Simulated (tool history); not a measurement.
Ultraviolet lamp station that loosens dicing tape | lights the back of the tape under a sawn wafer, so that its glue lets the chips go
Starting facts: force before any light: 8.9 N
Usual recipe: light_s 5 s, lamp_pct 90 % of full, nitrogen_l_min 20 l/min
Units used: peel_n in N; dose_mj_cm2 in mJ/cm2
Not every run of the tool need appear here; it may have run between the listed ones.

| run | hour | light_s | lamp_pct | nitrogen_l_min | peel_n | dose_mj_cm2 |
|---|---|---|---|---|---|---|
| 1 | 0.0 | 5 | 90 | 20 | 0.737 | 368 |
| 2 | 10.4 | 5 | 83 | 20 | 0.846 | 340 |
| 3 | 23.3 | 5 | 83 | 20 | 0.863 | 336 |
| 4 | 35.6 | 5 | 83 | 20 | 0.842 | 336 |
| 5 | 47.2 | 5 | 90 | 20 | 0.768 | 361 |
| 6 | 53.6 | 5 | 90 | 20 | 0.761 | 362 |
| 7 | 64.6 | 5 | 90 | 20 | 0.758 | 360 |
| 8 | 76.0 | 5 | 90 | 20 | 0.774 | 358 |
| 9 | 82.8 | 5 | 90 | 20 | 0.781 | 356 |
| 10 | 88.6 | 5 | 87 | 20 | 0.835 | 341 |
| 11 | 96.1 | 5 | 87 | 10 | 1.390 | 341 |
| 12 | 106.5 | 5 | 90 | 20 | 0.800 | 356 |
| 13 | 112.6 | 5 | 90 | 20 | 0.825 | 349 |
| 14 | 120.8 | 5 | 71 | 20 | 1.254 | 273 |
| 15 | 131.6 | 3 | 90 | 20 | 1.910 | 210 |
| 16 | 145.2 | 3 | 90 | 20 | 1.957 | 207 |
| 17 | 154.2 | 3 | 90 | 20 | 1.914 | 205 |
| 18 | 160.4 | 3 | 90 | 20 | 2.060 | 210 |
| 19 | 170.6 | 3 | 90 | 20 | 1.952 | 202 |
| 20 | 184.2 | 8 | 90 | 20 | 0.363 | 542 |
| 21 | 196.8 | 8 | 90 | 20 | 0.363 | 536 |
| 22 | 207.9 | 8 | 90 | 20 | 0.376 | 543 |
| 23 | 221.2 | 8 | 93 | 25 | 0.317 | 554 |
| 24 | 229.4 | 5 | 81 | 20 | 1.084 | 298 |
| 25 | 238.2 | 5 | 70 | 23 | 1.322 | 258 |
|  | 248.1 | window cleaned of glue's vapour |
| 26 | 252.3 | 5 | 70 | 23 | 0.925 | 300 |
| 27 | 264.0 | 5 | 76 | 20 | 0.903 | 331 |
| 28 | 273.3 | 5 | 76 | 20 | 0.882 | 326 |
| 29 | 286.1 | 2 | 72 | 21 | 3.512 | 122 |
| 30 | 293.7 | 2 | 72 | 21 | 3.498 | 121 |
| 31 | 302.0 | 2 | 72 | 21 | 3.411 | 121 |
| 32 | 308.6 | 3 | 72 | 21 | 2.255 | 182 |
| 33 | 322.0 | 4 | 100 | 21 | 0.810 | 338 |
| 34 | 327.6 | 4 | 100 | 21 | 0.838 | 338 |
| 35 | 334.8 | 4 | 78 | 13 | 1.792 | 261 |
| 36 | 343.2 | 4 | 78 | 13 | 1.807 | 264 |
| 37 | 349.1 | 4 | 69 | 13 | 2.130 | 227 |
| 38 | 356.2 | 4 | 82 | 11 | 1.784 | 272 |

What does the tool deliver on the next run?
| 39 | 364.9 | 4 | 82 | 11 | ? | ? |

Run 39 came out at peel_n 1.841 N, dose_mj_cm2 269 mJ/cm2.
With no hidden state in the tool, this same run would have given peel_n 1.302 N, dose_mj_cm2 335 mJ/cm2.
